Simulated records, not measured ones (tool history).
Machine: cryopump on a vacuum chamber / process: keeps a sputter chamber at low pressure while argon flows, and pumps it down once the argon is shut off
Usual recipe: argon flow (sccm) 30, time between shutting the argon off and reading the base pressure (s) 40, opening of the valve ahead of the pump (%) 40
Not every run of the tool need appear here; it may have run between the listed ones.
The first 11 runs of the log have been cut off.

| run | hour | argon flow (sccm) | time between shutting the argon off and reading the base pressure (s) | opening of the valve ahead of the pump (%) | hours of work since the pump was warmed up and emptied | hours of work since the cold head was overhauled | hours of work since the chamber's fittings were tightened | pressure while argon flows (Pa) | pressure after the wait (uPa) |
|---|---|---|---|---|---|---|---|---|---|
| 12 | 225.8 | 30 | 40 | 23 | 445 | 445 | 1675 | 0.1316 | 2.80 |
| 13 | 250.3 | 14 | 40 | 23 | 456 | 456 | 1685 | 0.0622 | 2.72 |
| 14 | 275.8 | 14 | 40 | 23 | 467 | 467 | 1696 | 0.0616 | 2.76 |
| 15 | 291.3 | 14 | 40 | 23 | 473 | 473 | 1703 | 0.0616 | 2.74 |
| 16 | 307.3 | 14 | 40 | 23 | 480 | 480 | 1710 | 0.0620 | 2.75 |
| 17 | 321.0 | 14 | 40 | 23 | 486 | 486 | 1716 | 0.0622 | 2.76 |
| 18 | 333.2 | 44 | 33 | 20 | 491 | 491 | 1721 | 0.2235 | 3.16 |
| 19 | 344.6 | 54 | 20 | 51 | 496 | 496 | 1726 | 0.1121 | 4.84 |
| 20 | 362.5 | 16 | 126 | 36 | 504 | 504 | 1734 | 0.0455 | 1.51 |
| 21 | 386.5 | 18 | 257 | 24 | 514 | 514 | 1744 | 0.0771 | 1.22 |
| 22 | 407.7 | 30 | 61 | 22 | 523 | 523 | 1753 | 0.1381 | 2.13 |
| 23 | 421.7 | 30 | 61 | 22 | 529 | 529 | 1759 | 0.1375 | 2.14 |
| 24 | 433.1 | 33 | 288 | 17 | 534 | 534 | 1764 | 0.1943 | 1.17 |
| 25 | 456.9 | 33 | 288 | 17 | 545 | 545 | 1774 | 0.1967 | 1.13 |
| 26 | 482.4 | 33 | 288 | 17 | 555 | 555 | 1785 | 0.1961 | 1.16 |
| 27 | 494.1 | 33 | 288 | 17 | 560 | 560 | 1790 | 0.1955 | 1.17 |
| 28 | 519.8 | 40 | 50 | 57 | 572 | 572 | 1801 | 0.0759 | 2.50 |
| 29 | 537.3 | 45 | 107 | 53 | 579 | 579 | 1809 | 0.0920 | 1.63 |
| 30 | 562.0 | 45 | 107 | 53 | 590 | 590 | 1819 | 0.0915 | 1.62 |
| 31 | 582.1 | 30 | 40 | 44 | 598 | 598 | 1828 | 0.0729 | 2.92 |
| 32 | 606.0 | 50 | 89 | 44 | 609 | 609 | 1838 | 0.1210 | 1.82 |
| 33 | 621.1 | 13 | 40 | 40 | 615 | 615 | 1845 | 0.0344 | 2.79 |
| 34 | 641.2 | 13 | 40 | 40 | 624 | 624 | 1853 | 0.0345 | 2.92 |

What if the next run were any one of these 4? Each begins from the tool's condition after run 34:
| A | 666.8 | 27 | 50 | 40 | 635 | 635 | 1864 | ? | ? |
| B | 666.8 | 27 | 268 | 27 | 635 | 635 | 1864 | ? | ? |
| C | 666.8 | 30 | 67 | 22 | 635 | 635 | 1864 | ? | ? |
| D | 666.8 | 59 | 130 | 40 | 635 | 635 | 1864 | ? | ? |

| run | pressure while argon flows (Pa) | pressure after the wait (uPa) |
|---|---|---|
| A | 0.0721 | 2.56 |
| B | 0.1031 | 1.27 |
| C | 0.1405 | 2.14 |
| D | 0.1576 | 1.56 |
Stripped of hidden state, with their random variation kept, the same runs would have yielded:
| run | pressure while argon flows (Pa) | pressure after the wait (uPa) |
|---|---|---|
| A | 0.0664 | 1.75 |
| B | 0.0974 | 0.49 |
| C | 0.1340 | 1.34 |
| D | 0.1449 | 0.77 |

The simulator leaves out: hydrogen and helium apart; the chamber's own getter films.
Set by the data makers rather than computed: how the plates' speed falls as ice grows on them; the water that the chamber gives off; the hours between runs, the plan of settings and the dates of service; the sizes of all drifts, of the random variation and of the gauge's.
